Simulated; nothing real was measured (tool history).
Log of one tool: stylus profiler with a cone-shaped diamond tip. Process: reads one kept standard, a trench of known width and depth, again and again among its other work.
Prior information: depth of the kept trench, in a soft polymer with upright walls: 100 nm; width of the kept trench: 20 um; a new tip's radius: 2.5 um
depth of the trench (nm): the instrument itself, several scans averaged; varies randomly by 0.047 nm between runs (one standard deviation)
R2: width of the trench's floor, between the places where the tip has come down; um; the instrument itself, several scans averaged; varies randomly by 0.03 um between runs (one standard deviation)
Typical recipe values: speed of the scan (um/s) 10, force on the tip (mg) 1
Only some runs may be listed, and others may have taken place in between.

{"run": 1, "hour": 0.0, "speed of the scan (um/s)": 10, "force on the tip (mg)": 1, "depth of the trench (nm)": 100.24, "R2": 18.49}
{"run": 2, "hour": 53.4, "speed of the scan (um/s)": 10, "force on the tip (mg)": 1, "depth of the trench (nm)": 100.28, "R2": 18.49}
{"run": 3, "hour": 77.1, "speed of the scan (um/s)": 10, "force on the tip (mg)": 1, "depth of the trench (nm)": 100.27, "R2": 18.51}
{"run": 4, "hour": 117.1, "speed of the scan (um/s)": 10, "force on the tip (mg)": 1, "depth of the trench (nm)": 100.37, "R2": 18.45}
{"run": 5, "hour": 163.1, "speed of the scan (um/s)": 10, "force on the tip (mg)": 1, "depth of the trench (nm)": 100.33, "R2": 18.49}
{"run": 6, "hour": 215.5, "speed of the scan (um/s)": 10, "force on the tip (mg)": 1, "depth of the trench (nm)": 100.22, "R2": 18.53}
{"run": 7, "hour": 246.8, "speed of the scan (um/s)": 24, "force on the tip (mg)": 1, "depth of the trench (nm)": 100.31, "R2": 18.38}
{"run": 8, "hour": 275.3, "speed of the scan (um/s)": 24, "force on the tip (mg)": 1, "depth of the trench (nm)": 100.3, "R2": 18.39}
{"run": 9, "hour": 312.3, "speed of the scan (um/s)": 10, "force on the tip (mg)": 1.08, "depth of the trench (nm)": 100.32, "R2": 18.46}
{"run": 10, "hour": 367.8, "speed of the scan (um/s)": 10, "force on the tip (mg)": 1.08, "depth of the trench (nm)": 100.35, "R2": 18.49}
{"run": 11, "hour": 392.4, "speed of the scan (um/s)": 10, "force on the tip (mg)": 1.08, "depth of the trench (nm)": 100.37, "R2": 18.52}
{"run": 12, "hour": 444.7, "speed of the scan (um/s)": 10, "force on the tip (mg)": 1.08, "depth of the trench (nm)": 100.28, "R2": 18.46}
{"run": 13, "hour": 494.3, "speed of the scan (um/s)": 10, "force on the tip (mg)": 1.08, "depth of the trench (nm)": 100.32, "R2": 18.49}
{"run": 14, "hour": 541.3, "speed of the scan (um/s)": 10, "force on the tip (mg)": 1, "depth of the trench (nm)": 100.29, "R2": 18.46}
{"run": 15, "hour": 582.6, "speed of the scan (um/s)": 10, "force on the tip (mg)": 1, "depth of the trench (nm)": 100.26, "R2": 18.49}
{"run": 16, "hour": 634.1, "speed of the scan (um/s)": 10, "force on the tip (mg)": 1, "depth of the trench (nm)": 100.23, "R2": 18.5}
{"run": 17, "hour": 664.7, "speed of the scan (um/s)": 10, "force on the tip (mg)": 1, "depth of the trench (nm)": 100.26, "R2": 18.48}
{"run": 18, "hour": 722.8, "speed of the scan (um/s)": 10, "force on the tip (mg)": 1, "depth of the trench (nm)": 100.31, "R2": 18.56}
{"run": 19, "hour": 751.5, "speed of the scan (um/s)": 10, "force on the tip (mg)": 1, "depth of the trench (nm)": 100.31, "R2": 18.48}
{"run": 20, "hour": 793.3, "speed of the scan (um/s)": 10, "force on the tip (mg)": 1, "depth of the trench (nm)": 100.35, "R2": 18.46}
{"run": 21, "hour": 831.3, "speed of the scan (um/s)": 10, "force on the tip (mg)": 1, "depth of the trench (nm)": 100.27, "R2": 18.45}
{"run": 22, "hour": 857.8, "speed of the scan (um/s)": 21, "force on the tip (mg)": 0.35, "depth of the trench (nm)": 100.11, "R2": 18.27}
{"run": 23, "hour": 885.2, "speed of the scan (um/s)": 10, "force on the tip (mg)": 2.26, "depth of the trench (nm)": 100.45, "R2": 18.57}
{"run": 24, "hour": 937.8, "speed of the scan (um/s)": 3, "force on the tip (mg)": 0.76, "depth of the trench (nm)": 100.35, "R2": 18.55}
{"run": 25, "hour": 981.8, "speed of the scan (um/s)": 15, "force on the tip (mg)": 0.44, "depth of the trench (nm)": 100.3, "R2": 18.31}
{"run": 26, "hour": 1020.5, "speed of the scan (um/s)": 14, "force on the tip (mg)": 0.92, "depth of the trench (nm)": 100.3, "R2": 18.4}
{"run": 27, "hour": 1044.8, "speed of the scan (um/s)": 7, "force on the tip (mg)": 1, "depth of the trench (nm)": 100.27, "R2": 18.52}
{"run": 28, "hour": 1083.7, "speed of the scan (um/s)": 4, "force on the tip (mg)": 2.27, "depth of the trench (nm)": 100.49, "R2": 18.56}
{"run": 29, "hour": 1127.5, "speed of the scan (um/s)": 4, "force on the tip (mg)": 2.27, "depth of the trench (nm)": 100.53, "R2": 18.53}
{"run": 30, "hour": 1184.7, "speed of the scan (um/s)": 4, "force on the tip (mg)": 0.93, "depth of the trench (nm)": 100.28, "R2": 18.47}
{"run": 31, "hour": 1241.0, "speed of the scan (um/s)": 19, "force on the tip (mg)": 1.63, "depth of the trench (nm)": 100.44, "R2": 18.46}
{"run": 32, "hour": 1290.8, "speed of the scan (um/s)": 32, "force on the tip (mg)": 1.7, "depth of the trench (nm)": 100.45, "R2": 18.39}
{"run": 33, "hour": 1335.8, "speed of the scan (um/s)": 3, "force on the tip (mg)": 1.7, "depth of the trench (nm)": 100.47, "R2": 18.57}
{"run": 34, "hour": 1394.8, "speed of the scan (um/s)": 3, "force on the tip (mg)": 1.7, "depth of the trench (nm)": 100.37, "R2": 18.56}
{"hour": 1431.2, "done": "new tip fitted, height scale calibrated"}
{"run": 35, "hour": 1442.9, "speed of the scan (um/s)": 27, "force on the tip (mg)": 0.83, "depth of the trench (nm)": 100.31, "R2": 18.33}
{"run": 36, "hour": 1482.5, "speed of the scan (um/s)": 17, "force on the tip (mg)": 2.14, "depth of the trench (nm)": 100.55, "R2": 18.47}
{"run": 37, "hour": 1518.7, "speed of the scan (um/s)": 15, "force on the tip (mg)": 2.39, "depth of the trench (nm)": 100.57, "R2": 18.5}
{"run": 38, "hour": 1562.8, "speed of the scan (um/s)": 15, "force on the tip (mg)": 2.39, "depth of the trench (nm)": 100.53, "R2": 18.51}

5 options for the next run, each taken on its own from the tool as it stands now. Forecast them:
{"run": "A", "hour": 1614.5, "speed of the scan (um/s)": 6, "force on the tip (mg)": 2.76, "depth of the trench (nm)": "?", "R2": "?"}
{"run": "B", "hour": 1614.5, "speed of the scan (um/s)": 4, "force on the tip (mg)": 0.63, "depth of the trench (nm)": "?", "R2": "?"}
{"run": "C", "hour": 1614.5, "speed of the scan (um/s)": 5, "force on the tip (mg)": 1.04, "depth of the trench (nm)": "?", "R2": "?"}
{"run": "D", "hour": 1614.5, "speed of the scan (um/s)": 3, "force on the tip (mg)": 2.39, "depth of the trench (nm)": "?", "R2": "?"}
{"run": "E", "hour": 1614.5, "speed of the scan (um/s)": 10, "force on the tip (mg)": 2.07, "depth of the trench (nm)": "?", "R2": "?"}

run=A depth_of_the_trench_(nm)=100.51 R2=18.54
run=B depth_of_the_trench_(nm)=100.2 R2=18.53
run=C depth_of_the_trench_(nm)=100.34 R2=18.6
run=D depth_of_the_trench_(nm)=100.59 R2=18.52
run=E depth_of_the_trench_(nm)=100.5 R2=18.6
Without the tool's unlogged condition, the same runs would have read:
run=A depth_of_the_trench_(nm)=100.51 R2=18.54
run=B depth_of_the_trench_(nm)=100.2 R2=18.53
run=C depth_of_the_trench_(nm)=100.34 R2=18.6
run=D depth_of_the_trench_(nm)=100.59 R2=18.52
run=E depth_of_the_trench_(nm)=100.5 R2=18.6
